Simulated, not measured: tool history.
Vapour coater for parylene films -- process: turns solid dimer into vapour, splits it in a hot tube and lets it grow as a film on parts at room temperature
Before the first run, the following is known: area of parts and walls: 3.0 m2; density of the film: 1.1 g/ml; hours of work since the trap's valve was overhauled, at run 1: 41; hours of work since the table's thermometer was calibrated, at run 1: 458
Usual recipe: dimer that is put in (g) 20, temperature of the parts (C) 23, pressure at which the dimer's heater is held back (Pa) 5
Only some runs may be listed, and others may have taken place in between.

run     day  dimer that is put in (g)  temperature of the parts (C)  pressure at which the dimer's heater is held back (Pa)  hours of work since the trap's valve was overhauled  hours of work since the table's thermometer was calibrated  thickness of the film (um)
  1       0                        20                            23                                                       5                                                   41                                                         458                        2.86
  2   1.983                        20                            23                                                    3.14                                                   78                                                         495                        2.99
  3   3.275                        20                            23                                                    3.14                                                  102                                                         519                        3.02
  4   4.242                        20                            23                                                    3.14                                                  120                                                         537                           3
  5   6.025                        20                            19                                                       5                                                  153                                                         571                        3.37
  6   7.067                        20                            19                                                       5                                                  173                                                         590                        3.36
  7   8.433                        20                            19                                                       5                                                  198                                                         615                        3.36
  8  10.438                        20                            34                                                       5                                                  236                                                         653                        1.72
  9  12.396                        27                            23                                                       5                                                  272                                                         689                        3.83
 10  13.275                        27                            23                                                       5                                                  289                                                         706                        3.78
 11  14.979                        20                            21                                                       5                                                  320                                                         738                        3.02
 12  16.538                        20                            23                                                       5                                                  349                                                         767                        2.83
 13  17.917                        26                            23                                                       5                                                  375                                                         793                        3.59
     18.646  -- trap's valve overhauled
 14  18.925                        26                            23                                                       5                                                    5                                                         808                        3.63
 15  20.746                        20                            26                                                       5                                                   39                                                         842                        2.49
 16  21.679                        20                            17                                                       5                                                   57                                                         860                        3.63
 17  23.196                        20                            17                                                       5                                                   85                                                         888                        3.64
 18   24.45                        20                            17                                                       5                                                  108                                                         911                        3.66
 19  26.108                        20                            17                                                       5                                                  139                                                         942                        3.69
 20  27.425                        25                            23                                                    7.18                                                  164                                                         967                        3.31
 21  29.388                        20                            23                                                    2.88                                                  201                                                        1004                        3.02
 22  30.938                        17                            25                                                   10.26                                                  230                                                        1033                        1.97
 23  31.929                        17                            25                                                   10.26                                                  248                                                        1051                        1.94
 24  33.892                        17                            25                                                   10.26                                                  285                                                        1088                        1.98
 25  35.621                        17                            25                                                   10.26                                                  317                                                        1120                        2.01
 26  37.154                        10                            28                                                   10.26                                                  346                                                        1149                           1
 27  38.592                        22                            28                                                   10.26                                                  373                                                        1176                        2.22
     39.429  -- trap's valve overhauled
 28  40.088                        17                            29                                                       5                                                   12                                                        1200                        1.86
 29  41.575                        17                            29                                                       5                                                   40                                                        1228                        1.82
 30  42.733                        33                            17                                                     8.7                                                   62                                                        1250                        5.64
 31  44.454                        12                            22                                                    9.99                                                   94                                                        1282                        1.57

For run 32, what comes out?
 32  45.6                        16                            17                                                       5                                                  115                                                        1303                           ?

{"run 32": {"thickness of the film (um)": 2.93}}
Were there no unlogged condition in the tool, this run, its random variation unchanged, would have produced thickness of the film (um) 2.94.
